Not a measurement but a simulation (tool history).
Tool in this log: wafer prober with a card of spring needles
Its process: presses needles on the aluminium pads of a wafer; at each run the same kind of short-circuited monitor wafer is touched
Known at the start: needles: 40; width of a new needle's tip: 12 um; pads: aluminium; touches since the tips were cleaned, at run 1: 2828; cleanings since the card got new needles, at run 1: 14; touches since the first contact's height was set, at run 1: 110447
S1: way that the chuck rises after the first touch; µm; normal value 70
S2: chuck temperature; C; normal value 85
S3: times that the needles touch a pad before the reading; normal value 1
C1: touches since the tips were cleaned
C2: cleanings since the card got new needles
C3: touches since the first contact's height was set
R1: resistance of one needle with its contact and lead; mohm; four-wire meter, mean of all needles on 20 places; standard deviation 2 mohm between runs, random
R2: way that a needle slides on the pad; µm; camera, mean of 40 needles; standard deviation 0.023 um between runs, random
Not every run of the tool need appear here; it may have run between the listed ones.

run   hour  S1   S2  S3    C1  C2      C3   R1     R2
  1      0  70   85   1  2828  14  110447  236  15.59
       5.9  -- tips cleaned on abrasive film
      17.2  -- tips cleaned on abrasive film
      28.3  -- tips cleaned on abrasive film
  2   29.5  70   85   1   783  17  130922  227   15.5
        40  -- tips cleaned on abrasive film
      43.6  -- height of the first contact set anew
      51.2  -- tips cleaned on abrasive film
      61.4  -- tips cleaned on abrasive film
  3   61.8  70   85   1   302  20   12609  228   15.8
      71.9  -- tips cleaned on abrasive film
      83.3  -- tips cleaned on abrasive film
  4   89.9  70   85   1  4648  22   32215  238  15.85
      93.7  -- tips cleaned on abrasive film
     104.1  -- tips cleaned on abrasive film
     115.3  -- tips cleaned on abrasive film
  5    117  70   85   1  1170  25   51029  232  15.75
     127.1  -- tips cleaned on abrasive film
  6  132.1  70   85   1  3516  26   61587  236  15.71
       139  -- tips cleaned on abrasive film
     149.1  -- tips cleaned on abrasive film
     160.8  -- tips cleaned on abrasive film
  7  162.4  70   85   1  1105  29   82628  229  15.65
     171.5  -- tips cleaned on abrasive film
     182.6  -- tips cleaned on abrasive film
  8    188  69   85   1  3746  31  100467  236  15.35
       193  -- tips cleaned on abrasive film
       203  -- tips cleaned on abrasive film
  9  212.4  69   85   1  6635  33  117503  247  15.36
       215  -- tips cleaned on abrasive film
     226.5  -- tips cleaned on abrasive film
 10  235.7  70   85   1  6522  35  133741  246  15.52
     238.3  -- tips cleaned on abrasive film
     244.9  -- height of the first contact set anew
     249.4  -- tips cleaned on abrasive film
 11  252.1  70   85   2  1922  37    5022  228  15.87
     260.5  -- tips cleaned on abrasive film
     270.7  -- tips cleaned on abrasive film
 12  276.1  70   85   2  3751  39   21696  229  15.86
     281.3  -- tips cleaned on abrasive film
     292.9  -- tips cleaned on abrasive film
     303.1  -- tips cleaned on abrasive film
 13  305.9  70   85   2  1953  42   42411  229  15.75
     313.8  -- tips cleaned on abrasive film
     324.7  -- tips cleaned on abrasive film
 14  332.8  70   85   2  5718  44   61219  237  15.74
     334.9  -- tips cleaned on abrasive film
     347.2  -- tips cleaned on abrasive film
 15  355.4  70   85   2  5776  46   76913  237   15.7
     357.9  -- tips cleaned on abrasive film
     368.9  -- tips cleaned on abrasive film
     380.8  -- tips cleaned on abrasive film
 16  386.9  53   85   1  4340  49   98872  264  11.76
     391.3  -- tips cleaned on abrasive film
     402.5  -- tips cleaned on abrasive film
 17  403.2  52   86   2   461  51  110126  230  11.48
     413.5  -- tips cleaned on abrasive film
     424.5  -- tips cleaned on abrasive film
 18  434.3  68   65   1  6861  53  131840  245  15.07
     436.8  -- tips cleaned on abrasive film
     447.1  -- tips cleaned on abrasive film
     447.4  -- height of the first contact set anew
 19  452.9  68   65   1  3843  55    3843  234  15.46
     458.7  -- tips cleaned on abrasive film
 20  467.4  68   65   1  6106  56   14006  246  15.43
       470  -- tips cleaned on abrasive film
     481.4  -- tips cleaned on abrasive film
     491.8  -- tips cleaned on abrasive film
 21  491.9  61  109   2    21  59   30966  235  13.79
       504  -- tips cleaned on abrasive film
 22  511.1  89   85   1  5012  60   44406  235  20.12
     515.3  -- tips cleaned on abrasive film
     526.9  -- tips cleaned on abrasive film
     539.1  -- tips cleaned on abrasive film
 23  541.9  89   85   1  1955  63   65830  229  20.01
     549.4  -- tips cleaned on abrasive film
     560.5  -- tips cleaned on abrasive film
 24  561.2  52   35   2   523  65   79249  222  11.59
     572.3  -- tips cleaned on abrasive film
     582.6  -- tips cleaned on abrasive film
 25  590.9  61   61   3  5888  67   99991  228  13.59
     593.5  -- tips cleaned on abrasive film
     603.5  -- tips cleaned on abrasive film
 26  609.6  70   54   2  4258  69  112958  228  15.62
     614.6  -- tips cleaned on abrasive film
     624.7  -- tips cleaned on abrasive film
 27  630.4  70   54   2  3995  71  127399  234  15.53
     634.9  -- tips cleaned on abrasive film
     645.5  -- tips cleaned on abrasive film
     649.6  -- height of the first contact set anew
 28  652.5  66   57   1  4681  73    2078  247  14.98
     656.8  -- tips cleaned on abrasive film
     667.4  -- tips cleaned on abrasive film
 29  676.6  62   51   2  6490  75   18863  236  14.05

Below are 3 alternative next runs, each starting from the tool's condition after run 29. Predict each:
     678.5  -- tips cleaned on abrasive film
     688.6  -- tips cleaned on abrasive film
  A  690.7  65  65   2  1500  77  28620   ?   ?
     678.5  -- tips cleaned on abrasive film
     688.6  -- tips cleaned on abrasive film
  B  690.7  62  26   2  1500  77  28620   ?   ?
     678.5  -- tips cleaned on abrasive film
     688.6  -- tips cleaned on abrasive film
  C  690.7  59  26   1  1500  77  28620   ?   ?

run   R1     R2
  A  224   14.7
  B  215  13.96
  C  226  13.33
What these runs would have given with no unlogged condition in the tool:
run   R1     R2
  A  214  14.79
  B  204  14.05
  C  207  13.42
